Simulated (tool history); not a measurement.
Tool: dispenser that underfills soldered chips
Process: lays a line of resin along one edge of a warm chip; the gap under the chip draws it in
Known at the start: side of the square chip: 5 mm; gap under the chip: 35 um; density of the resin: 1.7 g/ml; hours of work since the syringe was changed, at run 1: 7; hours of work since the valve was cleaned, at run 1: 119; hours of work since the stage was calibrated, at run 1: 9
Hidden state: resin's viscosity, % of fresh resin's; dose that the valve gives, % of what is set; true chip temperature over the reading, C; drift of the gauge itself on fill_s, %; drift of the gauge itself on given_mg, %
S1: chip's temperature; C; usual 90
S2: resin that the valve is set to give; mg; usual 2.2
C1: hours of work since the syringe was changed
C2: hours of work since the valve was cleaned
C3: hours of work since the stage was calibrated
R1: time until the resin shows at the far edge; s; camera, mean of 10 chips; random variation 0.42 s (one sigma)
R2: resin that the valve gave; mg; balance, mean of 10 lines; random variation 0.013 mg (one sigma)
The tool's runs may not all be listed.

{"run": 1, "hour": 0.0, "S1": 90, "S2": 2.2, "C1": 7, "C2": 119, "C3": 9, "R1": 37.9, "R2": 1.93}
{"run": 2, "hour": 4.9, "S1": 90, "S2": 2.2, "C1": 10, "C2": 123, "C3": 13, "R1": 43.5, "R2": 1.92}
{"hour": 6.4, "done": "new syringe of resin"}
{"run": 3, "hour": 10.2, "S1": 90, "S2": 2.41, "C1": 3, "C2": 126, "C3": 16, "R1": 31.1, "R2": 2.13}
{"hour": 14.7, "done": "dispensing valve cleaned and set on the balance"}
{"run": 4, "hour": 15.6, "S1": 90, "S2": 2.41, "C1": 6, "C2": 1, "C3": 20, "R1": 34.7, "R2": 2.43}
{"run": 5, "hour": 18.2, "S1": 90, "S2": 2.2, "C1": 8, "C2": 2, "C3": 21, "R1": 38, "R2": 2.2}
{"run": 6, "hour": 22.1, "S1": 90, "S2": 2.2, "C1": 10, "C2": 5, "C3": 24, "R1": 42.9, "R2": 2.19}
{"hour": 23.2, "done": "new syringe of resin"}
{"run": 7, "hour": 26.0, "S1": 90, "S2": 2.2, "C1": 2, "C2": 8, "C3": 27, "R1": 30.8, "R2": 2.19}
{"run": 8, "hour": 28.7, "S1": 90, "S2": 2.2, "C1": 4, "C2": 10, "C3": 29, "R1": 32, "R2": 2.17}
{"run": 9, "hour": 31.9, "S1": 90, "S2": 2.2, "C1": 6, "C2": 12, "C3": 31, "R1": 36.1, "R2": 2.17}
{"run": 10, "hour": 34.4, "S1": 90, "S2": 2.2, "C1": 8, "C2": 14, "C3": 32, "R1": 38.9, "R2": 2.18}
{"run": 11, "hour": 36.6, "S1": 90, "S2": 2.2, "C1": 9, "C2": 15, "C3": 34, "R1": 41.1, "R2": 2.16}
{"hour": 39.3, "done": "new syringe of resin"}
{"run": 12, "hour": 40.2, "S1": 90, "S2": 2.2, "C1": 1, "C2": 18, "C3": 36, "R1": 30.1, "R2": 2.17}
{"run": 13, "hour": 43.5, "S1": 90, "S2": 2.2, "C1": 3, "C2": 20, "C3": 39, "R1": 32.3, "R2": 2.14}
{"run": 14, "hour": 47.8, "S1": 82, "S2": 2.2, "C1": 6, "C2": 23, "C3": 42, "R1": 52.5, "R2": 2.15}
{"run": 15, "hour": 51.7, "S1": 82, "S2": 2.32, "C1": 9, "C2": 26, "C3": 44, "R1": 59.1, "R2": 2.27}
{"hour": 55.1, "done": "new syringe of resin"}
{"run": 16, "hour": 56.2, "S1": 90, "S2": 2.72, "C1": 1, "C2": 29, "C3": 47, "R1": 28.9, "R2": 2.63}
{"run": 17, "hour": 58.5, "S1": 90, "S2": 2.2, "C1": 2, "C2": 30, "C3": 49, "R1": 31.9, "R2": 2.15}
{"run": 18, "hour": 61.0, "S1": 90, "S2": 2.2, "C1": 4, "C2": 32, "C3": 51, "R1": 33.3, "R2": 2.12}
{"run": 19, "hour": 65.7, "S1": 90, "S2": 2.2, "C1": 7, "C2": 35, "C3": 54, "R1": 39.3, "R2": 2.13}
{"run": 20, "hour": 68.1, "S1": 90, "S2": 2.2, "C1": 9, "C2": 37, "C3": 56, "R1": 41.5, "R2": 2.12}
{"hour": 70.9, "done": "new syringe of resin"}
{"run": 21, "hour": 70.9, "S1": 90, "S2": 2.2, "C1": 0, "C2": 39, "C3": 57, "R1": 28.4, "R2": 2.1}
{"run": 22, "hour": 74.6, "S1": 76, "S2": 2.44, "C1": 3, "C2": 41, "C3": 60, "R1": 58.8, "R2": 2.33}
{"run": 23, "hour": 79.1, "S1": 98, "S2": 2.9, "C1": 6, "C2": 44, "C3": 63, "R1": 24.6, "R2": 2.75}
{"run": 24, "hour": 83.9, "S1": 86, "S2": 2.88, "C1": 9, "C2": 48, "C3": 67, "R1": 46.8, "R2": 2.74}
{"hour": 86.7, "done": "new syringe of resin"}
{"run": 25, "hour": 87.6, "S1": 86, "S2": 2.08, "C1": 1, "C2": 50, "C3": 69, "R1": 35.4, "R2": 2}
{"run": 26, "hour": 91.8, "S1": 86, "S2": 2.08, "C1": 4, "C2": 53, "C3": 72, "R1": 40, "R2": 1.98}
{"run": 27, "hour": 94.9, "S1": 91, "S2": 2.62, "C1": 6, "C2": 55, "C3": 74, "R1": 32.7, "R2": 2.47}
{"run": 28, "hour": 98.8, "S1": 91, "S2": 2.89, "C1": 8, "C2": 58, "C3": 77, "R1": 36, "R2": 2.73}
{"run": 29, "hour": 101.8, "S1": 85, "S2": 2.62, "C1": 11, "C2": 60, "C3": 79, "R1": 52.7, "R2": 2.49}
{"hour": 102.8, "done": "new syringe of resin"}
{"run": 30, "hour": 104.7, "S1": 103, "S2": 2.03, "C1": 1, "C2": 62, "C3": 81, "R1": 17.2, "R2": 1.88}
{"run": 31, "hour": 109.2, "S1": 90, "S2": 2.62, "C1": 5, "C2": 65, "C3": 84, "R1": 32.6, "R2": 2.46}
{"run": 32, "hour": 111.7, "S1": 90, "S2": 2.62, "C1": 6, "C2": 67, "C3": 86, "R1": 34.5, "R2": 2.47}
{"run": 33, "hour": 115.6, "S1": 94, "S2": 1.9, "C1": 9, "C2": 70, "C3": 88, "R1": 35.1, "R2": 1.77}
{"hour": 118.5, "done": "new syringe of resin"}
{"run": 34, "hour": 120.2, "S1": 96, "S2": 2.83, "C1": 1, "C2": 73, "C3": 91, "R1": 22.1, "R2": 2.61}
{"run": 35, "hour": 125.1, "S1": 75, "S2": 1.99, "C1": 5, "C2": 76, "C3": 95, "R1": 70.2, "R2": 1.83}
{"run": 36, "hour": 130.2, "S1": 99, "S2": 2.83, "C1": 8, "C2": 80, "C3": 98, "R1": 24.9, "R2": 2.63}
{"run": 37, "hour": 132.4, "S1": 98, "S2": 2.2, "C1": 10, "C2": 81, "C3": 100, "R1": 28.6, "R2": 2.04}

3 ways to go on from here, each from the tool as it stands after run 37. What would each give?
{"hour": 134.4, "done": "new syringe of resin"}
{"run": "A", "hour": 136.0, "S1": 85, "S2": 2.2, "C1": 1, "C2": 83, "C3": 102, "R1": "?", "R2": "?"}
{"hour": 134.4, "done": "new syringe of resin"}
{"run": "B", "hour": 136.0, "S1": 96, "S2": 2.76, "C1": 1, "C2": 83, "C3": 102, "R1": "?", "R2": "?"}
{"hour": 134.4, "done": "new syringe of resin"}
{"run": "C", "hour": 136.0, "S1": 76, "S2": 1.94, "C1": 1, "C2": 83, "C3": 102, "R1": "?", "R2": "?"}

run=A R1=36.3 R2=2.03
run=B R1=21.6 R2=2.53
run=C R1=58.8 R2=1.79
Without the tool's hidden state the same runs would have given:
run=A R1=36.2 R2=2.21
run=B R1=21.8 R2=2.75
run=C R1=58.2 R2=1.95
